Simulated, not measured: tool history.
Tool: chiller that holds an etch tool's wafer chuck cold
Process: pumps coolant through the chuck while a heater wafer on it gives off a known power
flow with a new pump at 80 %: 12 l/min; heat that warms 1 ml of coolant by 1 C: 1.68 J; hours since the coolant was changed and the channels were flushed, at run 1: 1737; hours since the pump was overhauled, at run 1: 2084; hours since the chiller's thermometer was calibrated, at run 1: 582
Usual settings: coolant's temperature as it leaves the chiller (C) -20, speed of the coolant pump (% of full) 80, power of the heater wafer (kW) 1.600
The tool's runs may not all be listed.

run,day,coolant's temperature as it leaves the chiller (C),speed of the coolant pump (% of full),power of the heater wafer (kW),hours since the coolant was changed and the channels were flushed,hours since the pump was overhauled,hours since the chiller's thermometer was calibrated,chuck's temperature once it has settled (C),how much warmer the coolant comes back (C)
1,0.000,-20,80,1.600,1737,2084,582,-9.4,4.77
2,3.162,-22,80,1.600,1812,2160,658,-11.4,4.75
3,6.204,-20,80,1.600,1885,2233,731,-9.3,4.76
4,8.696,-20,80,1.600,1945,2293,791,-9.3,4.78
5,11.762,-20,80,1.600,2019,2366,864,-9.4,4.77
6,13.788,-20,80,1.600,2067,2415,913,-9.4,4.77
7,15.896,-20,80,1.600,2118,2465,963,-9.4,4.80
8,17.488,-29,80,1.600,2156,2504,1002,-18.4,4.78
9,19.354,-24,80,1.600,2201,2548,1046,-13.3,4.75
10,22.321,-24,80,1.600,2272,2620,1118,-13.3,4.78
11,24.621,-20,80,1.600,2327,2675,1173,-9.3,4.81
12,26.675,-11,69,0.923,2377,2724,1222,-4.2,3.18
13,30.317,-15,75,0.923,2464,2812,1310,-8.7,2.93
14,32.783,-19,80,1.600,2523,2871,1369,-8.4,4.75
15,34.871,-11,80,1.600,2573,2921,1419,-0.5,4.78
16,36.621,-27,81,1.192,2615,2963,1461,-19.1,3.51
17,39.388,-24,67,1.156,2682,3029,1527,-15.4,4.07
18,42.088,-24,66,1.156,2747,3094,1592,-15.2,4.18
19,44.888,-18,68,1.883,2814,3161,1659,-4.1,6.57
20,46.621,-26,69,1.600,2855,3203,1701,-14.3,5.49
21,50.346,-26,69,1.600,2945,3292,1790,-14.3,5.52
22,52.004,-26,69,1.600,2985,3332,1830,-14.4,5.52

Forecast each of these 3 alternatives for the next run:
A,54.079,-20,86,1.600,3034,3382,1880,?,?
B,54.079,-20,62,1.600,3034,3382,1880,?,?
C,54.079,-26,100,2.348,3034,3382,1880,?,?

run,chuck's temperature once it has settled (C),how much warmer the coolant comes back (C)
A,-9.8,4.50
B,-7.5,6.14
C,-12.5,5.67
Without the tool's hidden state the same runs would have given:
run,chuck's temperature once it has settled (C),how much warmer the coolant comes back (C)
A,-9.9,4.49
B,-7.6,6.13
C,-12.5,5.66

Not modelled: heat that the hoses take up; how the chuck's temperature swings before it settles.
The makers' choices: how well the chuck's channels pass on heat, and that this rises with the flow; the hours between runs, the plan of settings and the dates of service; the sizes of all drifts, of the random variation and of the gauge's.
